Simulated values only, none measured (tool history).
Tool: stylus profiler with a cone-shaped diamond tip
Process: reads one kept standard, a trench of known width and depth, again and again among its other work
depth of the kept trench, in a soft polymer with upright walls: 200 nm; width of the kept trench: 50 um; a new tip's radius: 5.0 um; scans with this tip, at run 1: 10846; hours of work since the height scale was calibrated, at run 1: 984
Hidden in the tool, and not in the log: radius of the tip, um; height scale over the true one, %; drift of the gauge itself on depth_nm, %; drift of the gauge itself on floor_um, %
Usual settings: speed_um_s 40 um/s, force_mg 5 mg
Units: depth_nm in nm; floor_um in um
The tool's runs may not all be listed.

| run | day | speed_um_s | force_mg | scans with this tip | hours of work since the height scale was calibrated | depth_nm | floor_um |
|---|---|---|---|---|---|---|---|
| 1 | 0 | 40 | 5 | 10846 | 984 | 201.97 | 46.42 |
|  | 2.65 | height scale calibrated on a step standard |
| 2 | 3.562 | 40 | 5 | 11188 | 17 | 201.8 | 46.43 |
| 3 | 6.25 | 40 | 5.36 | 11447 | 68 | 201.81 | 46.41 |
| 4 | 9.012 | 40 | 5.36 | 11713 | 120 | 201.84 | 46.42 |
| 5 | 11.504 | 40 | 5.36 | 11954 | 168 | 201.81 | 46.44 |
| 6 | 14.417 | 40 | 5.36 | 12234 | 223 | 201.86 | 46.41 |
| 7 | 18.458 | 40 | 5.36 | 12624 | 299 | 201.8 | 46.36 |
|  | 21.596 | height scale calibrated on a step standard, once more |
| 8 | 22.333 | 40 | 5 | 12995 | 14 | 202.15 | 46.33 |
| 9 | 24.504 | 40 | 5 | 13205 | 55 | 202.04 | 46.31 |
| 10 | 27.704 | 40 | 5 | 13513 | 116 | 202.08 | 46.3 |
| 11 | 30.908 | 40 | 2.85 | 13822 | 176 | 201.45 | 46.24 |
| 12 | 33.008 | 107 | 5 | 14025 | 216 | 202.07 | 46.02 |
| 13 | 34.854 | 40 | 2.86 | 14202 | 251 | 201.35 | 46.24 |
| 14 | 37.404 | 40 | 2.86 | 14448 | 299 | 201.3 | 46.21 |
| 15 | 40.704 | 40 | 2.86 | 14767 | 362 | 201.33 | 46.25 |
| 16 | 44.296 | 58 | 5 | 15113 | 430 | 201.95 | 46.14 |
| 17 | 45.938 | 41 | 2.83 | 15271 | 461 | 201.24 | 46.12 |
| 18 | 49.929 | 24 | 2.44 | 15656 | 537 | 200.98 | 46.2 |
| 19 | 53.8 | 55 | 2.46 | 16029 | 610 | 201.13 | 46.03 |
| 20 | 56.979 | 55 | 2.46 | 16335 | 670 | 201.08 | 45.93 |
| 21 | 60.988 | 40 | 2.04 | 16722 | 746 | 200.99 | 46.04 |
| 22 | 63.008 | 89 | 7.01 | 16916 | 784 | 202.28 | 46.07 |
| 23 | 66.012 | 89 | 2.41 | 17206 | 841 | 201.07 | 45.74 |
| 24 | 69.296 | 89 | 2.41 | 17523 | 903 | 200.89 | 45.76 |
| 25 | 70.988 | 14 | 5 | 17686 | 935 | 201.82 | 46.23 |
| 26 | 73.292 | 14 | 5 | 17908 | 979 | 201.73 | 46.22 |
|  | 76.212 | height scale calibrated on a step standard |
| 27 | 76.212 | 13 | 5 | 18187 | 0 | 202 | 46.23 |
| 28 | 78.292 | 151 | 2.5 | 18388 | 39 | 201.32 | 45.39 |
| 29 | 81.062 | 151 | 2.5 | 18655 | 92 | 201.28 | 45.35 |

Forecast each of these 3 alternatives for the next run:
| A | 83.642 | 43 | 2.9 | 18904 | 141 | ? | ? |
| B | 83.642 | 23 | 3.21 | 18904 | 141 | ? | ? |
| C | 83.642 | 145 | 8.36 | 18904 | 141 | ? | ? |

| run | depth_nm | floor_um |
|---|---|---|
| A | 201.45 | 45.97 |
| B | 201.66 | 46.13 |
| C | 203.01 | 45.8 |
Without the tool's hidden state the same runs would have given:
| run | depth_nm | floor_um |
|---|---|---|
| A | 201.46 | 46.91 |
| B | 201.67 | 47.08 |
| C | 203.02 | 46.75 |
